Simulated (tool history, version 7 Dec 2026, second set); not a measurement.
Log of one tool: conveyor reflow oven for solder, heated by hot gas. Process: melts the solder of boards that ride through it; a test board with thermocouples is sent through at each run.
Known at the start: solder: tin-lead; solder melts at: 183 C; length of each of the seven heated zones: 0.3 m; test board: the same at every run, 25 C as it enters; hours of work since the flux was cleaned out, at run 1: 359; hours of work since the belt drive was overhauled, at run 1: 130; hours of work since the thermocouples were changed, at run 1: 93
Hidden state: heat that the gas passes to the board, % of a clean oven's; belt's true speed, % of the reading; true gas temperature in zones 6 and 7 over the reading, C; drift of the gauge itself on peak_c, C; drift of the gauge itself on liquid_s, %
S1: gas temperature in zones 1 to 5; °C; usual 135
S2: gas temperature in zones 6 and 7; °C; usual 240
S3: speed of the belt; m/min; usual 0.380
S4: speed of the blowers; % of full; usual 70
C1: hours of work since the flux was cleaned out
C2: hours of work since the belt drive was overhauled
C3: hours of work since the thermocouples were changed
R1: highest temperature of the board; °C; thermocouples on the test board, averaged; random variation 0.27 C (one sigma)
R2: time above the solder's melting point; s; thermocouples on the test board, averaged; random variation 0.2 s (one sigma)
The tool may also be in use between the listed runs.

run	day	S1	S2	S3	S4	C1	C2	C3	R1	R2
1	0.000	135	240	0.380	70	359	130	93	226.2	78.0
2	0.250	135	240	0.380	70	364	135	98	225.7	77.7
3	0.604	135	240	0.380	70	370	141	104	226.3	78.2
4	0.829	149	240	0.380	70	374	145	108	227.8	85.6
# day 1.017: belt drive overhauled, speed set with a stopwatch
5	1.196	149	240	0.380	70	377	3	112	228.1	85.8
6	1.504	135	240	0.380	70	383	9	117	226.5	78.2
7	1.708	138	230	0.429	68	387	12	121	213.4	59.0
8	1.983	135	242	0.380	78	392	17	126	228.8	80.6
9	2.225	129	240	0.306	70	396	22	130	230.9	100.5
# day 2.721: belt drive overhauled, speed set with a stopwatch, once more
10	2.808	135	237	0.380	70	403	2	137	222.8	75.2
# day 3.242: flux residue cleaned out of gas plates and filters
11	3.308	135	229	0.375	55	1	7	143	215.2	69.9

4 ways to go on from here, each from the tool as it stands after run 11. What would each give?
A	3.788	140	247	0.318	70	10	15	151	?	?
B	3.788	135	240	0.441	70	10	15	151	?	?
C	3.788	135	240	0.381	74	10	15	151	?	?
D	3.788	140	241	0.420	55	10	15	151	?	?

run	R1	R2
A	240.1	106.2
B	224.1	65.4
C	229.2	80.3
D	223.4	70.0
Without the tool's hidden state the same runs would have given:
run	R1	R2
A	240.2	106.2
B	224.3	65.6
C	229.4	80.5
D	223.5	70.1

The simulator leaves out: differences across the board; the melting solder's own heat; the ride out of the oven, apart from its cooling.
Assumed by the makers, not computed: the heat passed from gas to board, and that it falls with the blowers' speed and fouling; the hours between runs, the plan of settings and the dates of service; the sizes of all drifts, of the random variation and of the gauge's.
